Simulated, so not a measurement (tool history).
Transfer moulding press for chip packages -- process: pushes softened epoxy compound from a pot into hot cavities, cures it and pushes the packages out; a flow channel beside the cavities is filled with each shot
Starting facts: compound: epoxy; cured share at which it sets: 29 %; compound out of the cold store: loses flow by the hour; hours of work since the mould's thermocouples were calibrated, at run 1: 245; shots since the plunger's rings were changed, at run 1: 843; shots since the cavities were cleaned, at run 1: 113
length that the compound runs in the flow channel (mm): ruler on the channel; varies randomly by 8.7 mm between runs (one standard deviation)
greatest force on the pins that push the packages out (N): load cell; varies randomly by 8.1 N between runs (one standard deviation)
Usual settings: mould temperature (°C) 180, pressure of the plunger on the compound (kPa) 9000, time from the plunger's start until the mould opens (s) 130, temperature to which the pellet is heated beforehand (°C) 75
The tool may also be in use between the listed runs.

| run | hour | mould temperature (°C) | pressure of the plunger on the compound (kPa) | time from the plunger's start until the mould opens (s) | temperature to which the pellet is heated beforehand (°C) | hours of work since the mould's thermocouples were calibrated | shots since the plunger's rings were changed | shots since the cavities were cleaned | incoming compound's hours out of the cold store | length that the compound runs in the flow channel (mm) | greatest force on the pins that push the packages out (N) |
|---|---|---|---|---|---|---|---|---|---|---|---|
| 1 | 0 | 180 | 9000 | 130 | 75 | 245 | 843 | 113 | 42.2 | 874 | 463 |
| 2 | 31.6 | 180 | 9000 | 130 | 75 | 259 | 1043 | 313 | 21.9 | 964 | 617 |
| 3 | 70.3 | 180 | 9000 | 130 | 75 | 276 | 1286 | 556 | 29.1 | 911 | 734 |
|  | 77.5 | cavities cleaned with cleaning compound and waxed |
| 4 | 110.4 | 185 | 9000 | 130 | 75 | 293 | 1529 | 207 | 43.1 | 827 | 499 |
| 5 | 152.1 | 185 | 9000 | 130 | 75 | 312 | 1792 | 470 | 20.7 | 923 | 602 |
|  | 172 | cavities cleaned with cleaning compound and waxed |
| 6 | 177.3 | 185 | 9000 | 130 | 75 | 322 | 1941 | 34 | 13.2 | 961 | 349 |
| 7 | 214.1 | 186 | 9000 | 130 | 75 | 338 | 2173 | 266 | 28.9 | 888 | 508 |
| 8 | 236.3 | 180 | 9000 | 126 | 75 | 348 | 2312 | 405 | 45.3 | 834 | 671 |
|  | 268.1 | cavities cleaned with cleaning compound and waxed |
| 9 | 271.2 | 180 | 9000 | 126 | 75 | 363 | 2523 | 20 | 18.6 | 934 | 414 |
| 10 | 295.6 | 180 | 9000 | 126 | 75 | 374 | 2676 | 173 | 24.6 | 906 | 549 |
| 11 | 330.7 | 180 | 9000 | 130 | 75 | 390 | 2897 | 394 | 22 | 918 | 664 |
|  | 362.7 | cavities cleaned with cleaning compound and waxed |
| 12 | 383.4 | 180 | 9000 | 130 | 75 | 412 | 3220 | 130 | 20.3 | 918 | 479 |
| 13 | 427.2 | 180 | 9000 | 130 | 75 | 432 | 3495 | 405 | 40.5 | 839 | 655 |
| 14 | 455 | 180 | 9000 | 130 | 75 | 444 | 3670 | 580 | 12.8 | 955 | 760 |
|  | 460 | mould's thermocouples calibrated |
|  | 461.5 | cavities cleaned with cleaning compound and waxed |
| 15 | 506.1 | 180 | 9000 | 136 | 81 | 20 | 3970 | 280 | 38.2 | 835 | 557 |
| 16 | 543 | 180 | 10150 | 130 | 74 | 36 | 4202 | 512 | 45.9 | 841 | 715 |
|  | 557 | cavities cleaned with cleaning compound and waxed |
| 17 | 584.5 | 180 | 10150 | 130 | 74 | 54 | 4454 | 173 | 46.4 | 843 | 520 |
| 18 | 619.1 | 183 | 9000 | 150 | 74 | 69 | 4672 | 391 | 22.2 | 883 | 573 |
|  | 654.1 | cavities cleaned with cleaning compound and waxed |
| 19 | 666.9 | 183 | 9000 | 150 | 74 | 90 | 4964 | 81 | 41.2 | 792 | 388 |
| 20 | 697.5 | 180 | 7780 | 137 | 68 | 103 | 5157 | 274 | 14.2 | 839 | 576 |
|  | 726.1 | mould's thermocouples calibrated, once more |
| 21 | 736.6 | 180 | 9270 | 155 | 75 | 5 | 5390 | 507 | 16.6 | 885 | 610 |
|  | 752.9 | cavities cleaned with cleaning compound and waxed |
|  | 779.3 | plunger's sealing rings changed |
| 22 | 791.7 | 181 | 6890 | 142 | 83 | 27 | 78 | 229 | 44.2 | 761 | 489 |
| 23 | 834.9 | 179 | 8480 | 130 | 72 | 47 | 350 | 501 | 35.6 | 881 | 710 |
|  | 851.2 | cavities cleaned with cleaning compound and waxed |
| 24 | 874.5 | 173 | 10290 | 119 | 71 | 63 | 590 | 147 | 9 | 1144 | 1005 |
| 25 | 915.9 | 173 | 10290 | 119 | 71 | 82 | 851 | 408 | 9.8 | 1127 | 1340 |
| 26 | 939.1 | 173 | 10290 | 119 | 76 | 92 | 997 | 554 | 43.1 | 943 | 1235 |
|  | 947.4 | cavities cleaned with cleaning compound and waxed |
| 27 | 969.7 | 173 | 9710 | 168 | 76 | 105 | 1180 | 141 | 25.3 | 1000 | 478 |

4 ways to go on from here, each from the tool as it stands after run 27. What would each give?
| A | 999 | 180 | 9000 | 155 | 75 | 118 | 1364 | 325 | 32.3 | ? | ? |
| B | 999 | 180 | 8800 | 130 | 80 | 118 | 1364 | 325 | 44.5 | ? | ? |
| C | 999 | 180 | 9000 | 130 | 77 | 118 | 1364 | 325 | 12.7 | ? | ? |
| D | 999 | 178 | 9710 | 132 | 76 | 118 | 1364 | 325 | 15.5 | ? | ? |

| run | length that the compound runs in the flow channel (mm) | greatest force on the pins that push the packages out (N) |
|---|---|---|
| A | 886 | 541 |
| B | 845 | 590 |
| C | 1006 | 613 |
| D | 1023 | 673 |
Had the tool no hidden state, the same runs would have come out as:
| run | length that the compound runs in the flow channel (mm) | greatest force on the pins that push the packages out (N) |
|---|---|---|
| A | 913 | 307 |
| B | 871 | 334 |
| C | 1037 | 343 |
| D | 1054 | 381 |
